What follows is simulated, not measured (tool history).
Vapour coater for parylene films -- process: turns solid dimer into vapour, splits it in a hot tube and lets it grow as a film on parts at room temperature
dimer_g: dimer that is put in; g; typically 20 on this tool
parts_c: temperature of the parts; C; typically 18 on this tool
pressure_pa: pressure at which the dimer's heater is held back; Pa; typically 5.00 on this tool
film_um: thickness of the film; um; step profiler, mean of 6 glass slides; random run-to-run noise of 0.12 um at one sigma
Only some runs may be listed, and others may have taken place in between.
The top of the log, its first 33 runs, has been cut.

run 34 hour=1073.0 | dimer_g=10 parts_c=18 pressure_pa=5.59 | film_um=6.93
-- hour=1113.2 trap's valve overhauled
run 35 hour=1113.9 | dimer_g=10 parts_c=20 pressure_pa=5.22 | film_um=6.67
run 36 hour=1159.5 | dimer_g=18 parts_c=24 pressure_pa=5.22 | film_um=10.28
run 37 hour=1206.6 | dimer_g=21 parts_c=10 pressure_pa=5.00 | film_um=20.67
run 38 hour=1227.8 | dimer_g=20 parts_c=20 pressure_pa=9.12 | film_um=12.04
run 39 hour=1267.3 | dimer_g=13 parts_c=18 pressure_pa=5.18 | film_um=9.15
run 40 hour=1300.1 | dimer_g=20 parts_c=21 pressure_pa=2.85 | film_um=14.02
run 41 hour=1342.2 | dimer_g=24 parts_c=18 pressure_pa=5.00 | film_um=17.34
run 42 hour=1376.5 | dimer_g=23 parts_c=12 pressure_pa=2.68 | film_um=23.06
run 43 hour=1420.1 | dimer_g=23 parts_c=12 pressure_pa=2.68 | film_um=23.08
run 44 hour=1452.5 | dimer_g=13 parts_c=17 pressure_pa=7.81 | film_um=9.16
run 45 hour=1480.8 | dimer_g=9 parts_c=17 pressure_pa=7.81 | film_um=6.19
run 46 hour=1502.0 | dimer_g=9 parts_c=26 pressure_pa=2.69 | film_um=5.26

Below are 4 alternative next runs, each starting from the tool's condition after run 46. Predict each:
run A hour=1545.0 | dimer_g=16 parts_c=11 pressure_pa=3.60 | film_um=?
run B hour=1545.0 | dimer_g=21 parts_c=27 pressure_pa=3.36 | film_um=?
run C hour=1545.0 | dimer_g=20 parts_c=18 pressure_pa=5.91 | film_um=?
run D hour=1545.0 | dimer_g=17 parts_c=14 pressure_pa=5.00 | film_um=?

run=A film_um=15.83
run=B film_um=11.37
run=C film_um=14.13
run=D film_um=14.37
Without the tool's unlogged condition, the same runs would have read:
run=A film_um=15.94
run=B film_um=11.45
run=C film_um=14.23
run=D film_um=14.48
